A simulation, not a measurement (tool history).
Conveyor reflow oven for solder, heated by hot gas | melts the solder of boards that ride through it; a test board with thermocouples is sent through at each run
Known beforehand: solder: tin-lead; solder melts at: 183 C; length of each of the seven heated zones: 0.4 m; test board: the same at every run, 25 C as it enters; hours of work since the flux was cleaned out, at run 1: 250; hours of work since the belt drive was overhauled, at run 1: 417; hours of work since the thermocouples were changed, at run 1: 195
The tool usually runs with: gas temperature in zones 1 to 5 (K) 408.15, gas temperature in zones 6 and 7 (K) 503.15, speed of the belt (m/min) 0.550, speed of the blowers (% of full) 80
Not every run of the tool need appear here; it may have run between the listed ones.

| run | day | gas temperature in zones 1 to 5 (K) | gas temperature in zones 6 and 7 (K) | speed of the belt (m/min) | speed of the blowers (% of full) | hours of work since the flux was cleaned out | hours of work since the belt drive was overhauled | hours of work since the thermocouples were changed | highest temperature of the board (K) | time above the solder's melting point (s) |
|---|---|---|---|---|---|---|---|---|---|---|
| 1 | 0.000 | 408.15 | 503.15 | 0.550 | 80 | 250 | 417 | 195 | 488.55 | 65.0 |
| 2 | 0.358 | 408.15 | 503.15 | 0.482 | 80 | 255 | 421 | 200 | 492.25 | 78.3 |
| 3 | 0.758 | 408.15 | 503.15 | 0.482 | 80 | 260 | 427 | 205 | 492.05 | 78.2 |
| 4 | 1.017 | 408.15 | 503.15 | 0.482 | 80 | 263 | 430 | 208 | 492.05 | 77.9 |
| 5 | 1.267 | 405.15 | 503.15 | 0.550 | 80 | 267 | 433 | 211 | 488.25 | 62.9 |
| 6 | 1.529 | 408.15 | 507.15 | 0.550 | 80 | 270 | 437 | 215 | 492.85 | 67.5 |
| 7 | 1.725 | 408.15 | 503.15 | 0.550 | 80 | 273 | 439 | 217 | 489.45 | 64.3 |
| 8 | 2.042 | 408.15 | 500.15 | 0.550 | 80 | 277 | 443 | 222 | 485.65 | 62.5 |
| 9 | 2.329 | 408.15 | 500.15 | 0.550 | 80 | 280 | 447 | 225 | 485.95 | 62.1 |
| 10 | 2.529 | 408.15 | 500.15 | 0.550 | 80 | 283 | 450 | 228 | 486.05 | 61.9 |
| 11 | 2.838 | 408.15 | 500.15 | 0.550 | 80 | 287 | 454 | 232 | 486.25 | 62.0 |
| 12 | 3.221 | 408.15 | 500.15 | 0.550 | 80 | 292 | 459 | 237 | 486.45 | 62.3 |
| 13 | 3.546 | 408.15 | 500.15 | 0.550 | 80 | 296 | 463 | 241 | 485.85 | 62.1 |
| 14 | 3.762 | 408.15 | 500.15 | 0.550 | 80 | 299 | 466 | 244 | 485.85 | 61.6 |
| 15 | 3.967 | 408.15 | 500.15 | 0.550 | 80 | 302 | 469 | 247 | 485.85 | 61.4 |
|  | 4.200 | flux residue cleaned out of gas plates and filters |
| 16 | 4.396 | 408.15 | 492.15 | 0.610 | 80 | 3 | 472 | 250 | 474.25 | 41.7 |
| 17 | 4.575 | 408.15 | 517.15 | 0.454 | 80 | 5 | 474 | 252 | 505.95 | 94.1 |
| 18 | 4.800 | 408.15 | 497.15 | 0.613 | 80 | 8 | 477 | 255 | 479.35 | 46.4 |
| 19 | 4.983 | 416.15 | 507.15 | 0.503 | 62 | 10 | 479 | 257 | 492.25 | 75.5 |
| 20 | 5.225 | 408.15 | 503.15 | 0.545 | 80 | 13 | 482 | 261 | 488.15 | 64.4 |
|  | 5.575 | flux residue cleaned out of gas plates and filters, once more |
| 21 | 5.808 | 404.15 | 504.15 | 0.573 | 64 | 3 | 487 | 265 | 484.95 | 54.9 |
| 22 | 6.138 | 404.15 | 504.15 | 0.573 | 64 | 7 | 492 | 270 | 486.05 | 55.9 |
| 23 | 6.429 | 400.15 | 500.15 | 0.573 | 64 | 11 | 495 | 274 | 481.35 | 49.6 |
| 24 | 6.808 | 408.15 | 503.15 | 0.551 | 80 | 16 | 500 | 279 | 490.65 | 65.6 |
| 25 | 7.025 | 395.15 | 506.15 | 0.633 | 66 | 19 | 503 | 281 | 481.75 | 44.4 |
| 26 | 7.208 | 408.15 | 516.15 | 0.550 | 60 | 21 | 506 | 284 | 497.25 | 70.6 |
| 27 | 7.483 | 417.15 | 505.15 | 0.550 | 80 | 25 | 509 | 287 | 493.35 | 71.3 |
| 28 | 7.671 | 408.15 | 503.15 | 0.550 | 67 | 27 | 512 | 290 | 486.75 | 62.2 |
| 29 | 8.079 | 405.15 | 503.15 | 0.621 | 60 | 33 | 517 | 295 | 480.35 | 45.6 |
| 30 | 8.404 | 395.15 | 503.15 | 0.622 | 87 | 37 | 521 | 299 | 485.65 | 50.0 |

Hidden condition of the tool, last listed run before each entry between runs versus first listed run after:
In the gap between runs 15 and 16: flux residue cleaned out of gas plates and filters (day 4.200)
  heat that the gas passes to the board, % of a clean oven's: 91.8 -> 86.6; belt's true speed, % of the reading: 98.99 -> 98.98; true gas temperature in zones 6 and 7 over the reading, C: 0.01 -> 0
  measured result minus the result with no hidden state, highest temperature of the board (K): -1.60 -> -3.10; time above the solder's melting point (s): -1.4 -> -4.7
In the gap between runs 20 and 21: flux residue cleaned out of gas plates and filters, once more (day 5.575)
  heat that the gas passes to the board, % of a clean oven's: 86.4 -> 99.4; belt's true speed, % of the reading: 98.95 -> 98.94; true gas temperature in zones 6 and 7 over the reading, C: -0.03 -> -0.04
  measured result minus the result with no hidden state, highest temperature of the board (K): -3.00 -> +0.20; time above the solder's melting point (s): -3.0 -> +0.8
